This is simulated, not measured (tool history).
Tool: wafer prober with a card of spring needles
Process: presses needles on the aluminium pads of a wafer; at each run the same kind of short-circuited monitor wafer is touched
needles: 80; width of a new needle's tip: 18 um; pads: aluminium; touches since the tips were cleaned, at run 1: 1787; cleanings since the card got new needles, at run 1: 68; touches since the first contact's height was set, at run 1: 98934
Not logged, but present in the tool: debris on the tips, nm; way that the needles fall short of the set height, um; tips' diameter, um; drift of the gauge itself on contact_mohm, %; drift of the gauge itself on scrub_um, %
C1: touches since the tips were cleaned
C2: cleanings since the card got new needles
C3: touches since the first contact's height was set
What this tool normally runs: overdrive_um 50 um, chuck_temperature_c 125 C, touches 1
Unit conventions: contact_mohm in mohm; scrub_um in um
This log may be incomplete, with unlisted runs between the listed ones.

Run 1, hour 0.0: usual settings; C1 1787; C2 68; C3 98934. Result: contact_mohm 264 mohm, scrub_um 11.44 um.
At hour 3.7: tips cleaned on abrasive film.
At hour 10.5: tips cleaned on abrasive film.
Run 2, hour 11.3: usual settings; C1 464; C2 70; C3 105996. Result: contact_mohm 266 mohm, scrub_um 11.49 um.
At hour 16.6: tips cleaned on abrasive film.
At hour 22.7: tips cleaned on abrasive film.
Run 3, hour 24.0: usual settings; C1 849; C2 72; C3 113974. Result: contact_mohm 268 mohm, scrub_um 11.42 um.
At hour 29.3: tips cleaned on abrasive film.
Run 4, hour 32.6: usual settings but touches 3; C1 2153; C2 73; C3 119430. Result: contact_mohm 264 mohm, scrub_um 11.51 um.
At hour 36.0: tips cleaned on abrasive film.
Run 5, hour 40.1: usual settings but touches 3; C1 2585; C2 74; C3 124095. Result: contact_mohm 259 mohm, scrub_um 11.51 um.
At hour 43.5: tips cleaned on abrasive film.
Run 6, hour 48.5: usual settings but touches 3; C1 3195; C2 75; C3 129415. Result: contact_mohm 266 mohm, scrub_um 11.51 um.
At hour 49.9: tips cleaned on abrasive film.
At hour 56.9: tips cleaned on abrasive film.
Run 7, hour 59.3: usual settings but touches 3; C1 1552; C2 77; C3 136186. Result: contact_mohm 266 mohm, scrub_um 11.42 um.
At hour 63.8: tips cleaned on abrasive film.
Run 8, hour 68.2: usual settings but touches 3; C1 2841; C2 78; C3 141823. Result: contact_mohm 266 mohm, scrub_um 11.48 um.
At hour 70.3: tips cleaned on abrasive film.
At hour 77.3: tips cleaned on abrasive film.
Run 9, hour 82.3: usual settings but touches 3; C1 3196; C2 80; C3 150645. Result: contact_mohm 266 mohm, scrub_um 11.51 um.
At hour 84.5: tips cleaned on abrasive film.
At hour 90.9: tips cleaned on abrasive film.
At hour 97.7: tips cleaned on abrasive film.
Run 10, hour 98.6: usual settings but touches 3; C1 593; C2 83; C3 160862. Result: contact_mohm 264 mohm, scrub_um 11.46 um.
At hour 104.3: tips cleaned on abrasive film.
At hour 110.8: tips cleaned on abrasive film.
Run 11, hour 110.8: usual settings but touches 3; C1 0; C2 85; C3 168533. Result: contact_mohm 263 mohm, scrub_um 11.45 um.
At hour 116.9: tips cleaned on abrasive film.
Run 12, hour 121.6: usual settings but chuck_temperature_c 31 C; C1 2974; C2 86; C3 175331. Result: contact_mohm 239 mohm, scrub_um 11.42 um.
At hour 123.1: tips cleaned on abrasive film.
At hour 130.2: tips cleaned on abrasive film.
At hour 136.4: tips cleaned on abrasive film.
Run 13, hour 136.4: usual settings but chuck_temperature_c 31 C; C1 0; C2 89; C3 184597. Result: contact_mohm 240 mohm, scrub_um 11.39 um.
At hour 143.1: tips cleaned on abrasive film.
At hour 149.7: tips cleaned on abrasive film.
At hour 150.0: height of the first contact set anew.
Run 14, hour 153.1: usual settings but chuck_temperature_c 103 C; C1 1958; C2 91; C3 1958. Result: contact_mohm 260 mohm, scrub_um 11.54 um.
At hour 156.7: tips cleaned on abrasive film.
At hour 163.1: tips cleaned on abrasive film.
Run 15, hour 165.2: usual settings but overdrive_um 40 um, chuck_temperature_c 44 C; C1 1346; C2 93; C3 9562. Result: contact_mohm 250 mohm, scrub_um 9.17 um.
At hour 169.8: tips cleaned on abrasive film.
Run 16, hour 175.6: usual settings but overdrive_um 44 um, chuck_temperature_c 44 C; C1 3657; C2 94; C3 16121. Result: contact_mohm 246 mohm, scrub_um 10.05 um.
At hour 176.8: tips cleaned on abrasive film.
At hour 184.1: tips cleaned on abrasive film.
Run 17, hour 187.4: usual settings but overdrive_um 44 um, chuck_temperature_c 44 C; C1 2145; C2 96; C3 23549. Result: contact_mohm 243 mohm, scrub_um 10.08 um.
At hour 190.4: tips cleaned on abrasive film.
At hour 196.5: tips cleaned on abrasive film.
At hour 202.9: tips cleaned on abrasive film.
Run 18, hour 203.9: usual settings but overdrive_um 32 um, chuck_temperature_c 79 C, touches 3; C1 632; C2 99; C3 33885. Result: contact_mohm 267 mohm, scrub_um 7.36 um.
At hour 209.9: tips cleaned on abrasive film.
At hour 216.2: tips cleaned on abrasive film.
Run 19, hour 220.4: usual settings but overdrive_um 32 um, chuck_temperature_c 79 C, touches 3; C1 2687; C2 101; C3 44296. Result: contact_mohm 261 mohm, scrub_um 7.35 um.
At hour 222.8: tips cleaned on abrasive film.
Run 20, hour 227.8: usual settings but chuck_temperature_c 38 C; C1 3163; C2 102; C3 48922. Result: contact_mohm 241 mohm, scrub_um 11.41 um.
At hour 229.4: tips cleaned on abrasive film.
At hour 236.0: tips cleaned on abrasive film.
Run 21, hour 240.5: usual settings but chuck_temperature_c 59 C, touches 2; C1 2873; C2 104; C3 56865. Result: contact_mohm 249 mohm, scrub_um 11.50 um.
At hour 242.0: tips cleaned on abrasive film.
At hour 248.2: tips cleaned on abrasive film.
Run 22, hour 249.6: usual settings but overdrive_um 55 um, chuck_temperature_c 35 C, touches 2; C1 905; C2 106; C3 62573. Result: contact_mohm 241 mohm, scrub_um 12.62 um.
At hour 255.2: tips cleaned on abrasive film.
At hour 262.2: tips cleaned on abrasive film.
Run 23, hour 266.7: usual settings but overdrive_um 55 um, chuck_temperature_c 45 C, touches 2; C1 2854; C2 108; C3 73329. Result: contact_mohm 243 mohm, scrub_um 12.67 um.
At hour 269.0: tips cleaned on abrasive film.
At hour 275.4: tips cleaned on abrasive film.
Run 24, hour 280.8: usual settings but overdrive_um 37 um; C1 3501; C2 110; C3 82245. Result: contact_mohm 272 mohm, scrub_um 8.50 um.

Predict the results of run 25:
At hour 281.7: tips cleaned on abrasive film.
At hour 288.8: tips cleaned on abrasive film.
Run 25, hour 290.0: usual settings but overdrive_um 37 um; C1 818; C2 112; C3 87983. Result: contact_mohm ?, scrub_um ?.

contact_mohm: 272 mohm
scrub_um: 8.48 um
The same run, on a tool lacking any hidden state, would have yielded contact_mohm 271 mohm, scrub_um 8.48 um.

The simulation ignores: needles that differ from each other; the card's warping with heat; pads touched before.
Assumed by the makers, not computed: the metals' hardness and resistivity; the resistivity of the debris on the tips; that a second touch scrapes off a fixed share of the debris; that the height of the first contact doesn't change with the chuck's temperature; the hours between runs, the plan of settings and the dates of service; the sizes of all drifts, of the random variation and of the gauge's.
